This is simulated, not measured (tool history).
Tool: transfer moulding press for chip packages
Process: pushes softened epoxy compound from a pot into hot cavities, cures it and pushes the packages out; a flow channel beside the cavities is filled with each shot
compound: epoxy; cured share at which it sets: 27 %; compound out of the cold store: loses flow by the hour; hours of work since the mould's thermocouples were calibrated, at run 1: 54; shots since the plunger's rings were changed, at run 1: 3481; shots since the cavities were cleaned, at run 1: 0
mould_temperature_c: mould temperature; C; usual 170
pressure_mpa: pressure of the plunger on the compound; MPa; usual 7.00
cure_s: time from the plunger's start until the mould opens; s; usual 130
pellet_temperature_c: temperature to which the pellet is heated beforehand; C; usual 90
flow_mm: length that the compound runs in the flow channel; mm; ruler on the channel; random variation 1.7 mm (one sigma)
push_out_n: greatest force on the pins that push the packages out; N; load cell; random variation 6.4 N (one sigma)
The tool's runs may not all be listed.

run   hour  mould_temperature_c  pressure_mpa  cure_s  pellet_temperature_c  hours of work since the mould's thermocouples were calibrated  shots since the plunger's rings were changed  shots since the cavities were cleaned  incoming compound's hours out of the cold store  flow_mm  push_out_n
  1    0.0                  170          7.00     130                    90                                                             54                                          3481                                      0                                             10.6      719         250
       6.4  -- plunger's sealing rings changed
  2   14.0                  170          7.00     130                    90                                                             62                                            80                                    120                                             45.7      632         303
  3   25.0                  170          6.12     130                    90                                                             70                                           195                                    235                                              9.8      692         340
  4   34.4                  170          6.12     130                    90                                                             77                                           292                                    332                                             13.4      677         349
  5   41.7                  170          6.12     130                    90                                                             83                                           368                                    408                                              9.7      690         378
      47.2  -- cavities cleaned with cleaning compound and waxed
  6   51.3                  170          6.12     130                    90                                                             89                                           452                                     42                                             30.5      630         272
  7   60.5                  170          6.12     130                    90                                                             96                                           549                                    139                                             23.3      647         305
  8   67.8                  170          6.12     130                    95                                                            101                                           624                                    214                                             22.2      653         310
  9   77.2                  164          7.00     130                    90                                                            108                                           722                                    312                                             46.7      640         433
 10   87.8                  164          7.00     130                    90                                                            116                                           833                                    423                                             19.7      719         453
      91.3  -- cavities cleaned with cleaning compound and waxed
 11   95.1                  170          7.00     130                    90                                                            120                                           894                                     40                                             30.0      671         252
 12  106.8                  170          7.00     130                    90                                                            129                                          1015                                    161                                             24.5      687         313
 13  117.3                  170          7.00     130                    90                                                            137                                          1125                                    271                                             35.7      654         332
 14  122.9                  171          7.00     130                    90                                                            141                                          1183                                    329                                             15.4      714         331
     135.5  -- cavities cleaned with cleaning compound and waxed
 15  135.5                  165          5.27     130                    90                                                            149                                          1298                                      0                                             22.5      611         293
 16  141.7                  165          5.27     130                    90                                                            154                                          1363                                     65                                             39.4      569         315
 17  149.4                  175          5.27     147                    90                                                            160                                          1443                                    145                                             26.1      581         266
 18  161.4                  175          7.56     147                    90                                                            169                                          1568                                    270                                             46.8      635         309
 19  170.6                  164          7.56     142                    90                                                            176                                          1664                                    366                                              8.4      783         405
     180.3  -- cavities cleaned with cleaning compound and waxed
 20  184.2                  164          7.56     142                    90                                                            185                                          1790                                     41                                             16.3      750         305
 21  190.7                  164          7.56     144                    90                                                            189                                          1857                                    108                                             21.3      735         334
 22  199.5                  175          7.00     111                    81                                                            196                                          1949                                    200                                             29.5      656         326
 23  210.9                  163          7.00     126                    90                                                            204                                          2068                                    319                                             32.4      679         480
 24  218.7                  168          7.00     137                    90                                                            210                                          2150                                    401                                             19.0      700         367

The next listed run, before its measurement:
     224.9  -- cavities cleaned with cleaning compound and waxed
 25  229.0                  168          7.54     164                    82                                                            217                                          2241                                     42                                             21.1        ?           ?

Run 25 gave flow_mm 720 mm, push_out_n 252 N.
Without the tool's hidden state the same run would have given flow_mm 738 mm, push_out_n 236 N.
